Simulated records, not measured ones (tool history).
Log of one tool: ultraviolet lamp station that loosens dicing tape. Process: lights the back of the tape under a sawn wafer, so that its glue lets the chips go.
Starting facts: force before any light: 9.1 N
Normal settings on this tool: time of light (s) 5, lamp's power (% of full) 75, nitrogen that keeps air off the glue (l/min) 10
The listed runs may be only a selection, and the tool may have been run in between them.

run,day,time of light (s),lamp's power (% of full),nitrogen that keeps air off the glue (l/min),force that peels the tape off (N),light that reached the tape (mJ/cm²)
1,0.000,5,75,10,0.322,227
2,0.679,5,75,10,0.335,230
3,1.900,5,75,10,0.316,232
4,2.658,5,75,10,0.331,227
5,4.046,5,75,10,0.326,229
6,5.271,5,75,10,0.331,233
7,6.633,5,73,10,0.352,219
8,7.429,5,75,5,0.480,225
9,9.058,5,75,5,0.512,227
10,10.588,5,75,10,0.326,230
11,12.017,5,75,10,0.318,227
12,12.912,5,75,10,0.318,228
13,14.204,5,75,10,0.333,226
14,15.417,5,75,10,0.331,224
15,16.992,5,77,10,0.296,234
16,18.071,5,77,10,0.301,237
17,19.025,4,77,10,0.502,189
18,19.742,4,77,10,0.499,189
19,21.079,4,77,10,0.513,189
20,22.058,5,75,10,0.319,223
21,23.512,5,75,10,0.323,229
22,24.896,5,98,13,0.185,296
23,26.296,10,91,13,0.153,555
24,27.600,5,61,10,0.512,184
25,28.421,10,76,3,0.180,459
26,29.946,7,76,6,0.216,324
27,31.175,4,76,10,0.544,184
28,32.212,6,63,8,0.352,230
29,33.554,4,70,10,0.620,171
30,34.625,5,93,17,0.190,283
31,35.567,2,64,9,2.537,82
32,36.275,6,97,4,0.240,349
33,36.958,3,75,9,1.003,135
34,38.579,3,91,4,1.126,167
35,40.192,3,72,10,1.079,132
36,41.483,3,72,10,1.071,132
37,43.029,6,96,17,0.166,347
38,44.525,4,62,10,0.817,148
39,45.538,3,68,6,1.495,126
40,46.783,2,94,4,2.110,111
41,47.746,5,74,10,0.340,221
42,49.062,5,67,10,0.419,199

Withheld: 2 entries from between the runs. Position of each, and hidden state at the listed run before versus the listed run after:
From run 9 to run 10: window cleaned of glue's vapour (day 9.483)
  light that the window lets through, % of a clean one's: 99.9 -> 100
  difference, measured minus the result without the unlogged condition, force that peels the tape off (N): +0.003 -> +0.001
From run 27 to run 28: window cleaned of glue's vapour (day 32.067)
  light that the window lets through, % of a clean one's: 99.9 -> 100
  difference, measured minus the result without the unlogged condition, force that peels the tape off (N): +0.005 -> +0.002
